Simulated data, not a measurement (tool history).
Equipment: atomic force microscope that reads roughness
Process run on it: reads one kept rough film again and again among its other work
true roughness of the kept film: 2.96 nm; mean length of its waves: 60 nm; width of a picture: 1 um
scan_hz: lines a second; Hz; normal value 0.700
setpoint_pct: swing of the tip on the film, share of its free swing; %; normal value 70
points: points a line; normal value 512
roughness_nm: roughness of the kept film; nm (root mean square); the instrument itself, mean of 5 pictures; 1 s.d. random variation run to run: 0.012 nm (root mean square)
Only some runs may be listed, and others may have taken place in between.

{"run": 1, "hour": 0.0, "scan_hz": 0.7, "setpoint_pct": 70, "points": 512, "roughness_nm": 2.695}
{"run": 2, "hour": 31.6, "scan_hz": 0.7, "setpoint_pct": 70, "points": 512, "roughness_nm": 2.595}
{"run": 3, "hour": 63.9, "scan_hz": 0.7, "setpoint_pct": 70, "points": 512, "roughness_nm": 2.46}
{"hour": 80.3, "done": "new tip fitted"}
{"run": 4, "hour": 101.0, "scan_hz": 0.7, "setpoint_pct": 70, "points": 512, "roughness_nm": 2.645}
{"run": 5, "hour": 138.2, "scan_hz": 0.7, "setpoint_pct": 70, "points": 512, "roughness_nm": 2.512}
{"hour": 167.8, "done": "new tip fitted"}
{"run": 6, "hour": 170.8, "scan_hz": 0.7, "setpoint_pct": 67, "points": 512, "roughness_nm": 2.729}
{"run": 7, "hour": 197.4, "scan_hz": 0.7, "setpoint_pct": 67, "points": 512, "roughness_nm": 2.628}
{"run": 8, "hour": 230.8, "scan_hz": 1.572, "setpoint_pct": 69, "points": 371, "roughness_nm": 2.412}
{"run": 9, "hour": 252.6, "scan_hz": 0.504, "setpoint_pct": 59, "points": 371, "roughness_nm": 2.487}
{"hour": 255.3, "done": "new tip fitted"}
{"run": 10, "hour": 284.6, "scan_hz": 2.09, "setpoint_pct": 79, "points": 295, "roughness_nm": 2.278}
{"run": 11, "hour": 305.2, "scan_hz": 2.09, "setpoint_pct": 88, "points": 295, "roughness_nm": 2.045}
{"run": 12, "hour": 330.1, "scan_hz": 2.326, "setpoint_pct": 68, "points": 564, "roughness_nm": 2.275}

Forecast each of these 4 alternatives for the next run:
{"hour": 342.7, "done": "new tip fitted"}
{"run": "A", "hour": 352.0, "scan_hz": 2.173, "setpoint_pct": 79, "points": 414, "roughness_nm": "?"}
{"hour": 342.7, "done": "new tip fitted"}
{"run": "B", "hour": 352.0, "scan_hz": 2.007, "setpoint_pct": 68, "points": 564, "roughness_nm": "?"}
{"hour": 342.7, "done": "new tip fitted"}
{"run": "C", "hour": 352.0, "scan_hz": 2.326, "setpoint_pct": 68, "points": 916, "roughness_nm": "?"}
{"hour": 342.7, "done": "new tip fitted"}
{"run": "D", "hour": 352.0, "scan_hz": 1.473, "setpoint_pct": 68, "points": 640, "roughness_nm": "?"}

run=A roughness_nm=2.332
run=B roughness_nm=2.552
run=C roughness_nm=2.502
run=D roughness_nm=2.595
What these runs would have given with no unlogged condition in the tool:
run=A roughness_nm=2.395
run=B roughness_nm=2.621
run=C roughness_nm=2.569
run=D roughness_nm=2.665

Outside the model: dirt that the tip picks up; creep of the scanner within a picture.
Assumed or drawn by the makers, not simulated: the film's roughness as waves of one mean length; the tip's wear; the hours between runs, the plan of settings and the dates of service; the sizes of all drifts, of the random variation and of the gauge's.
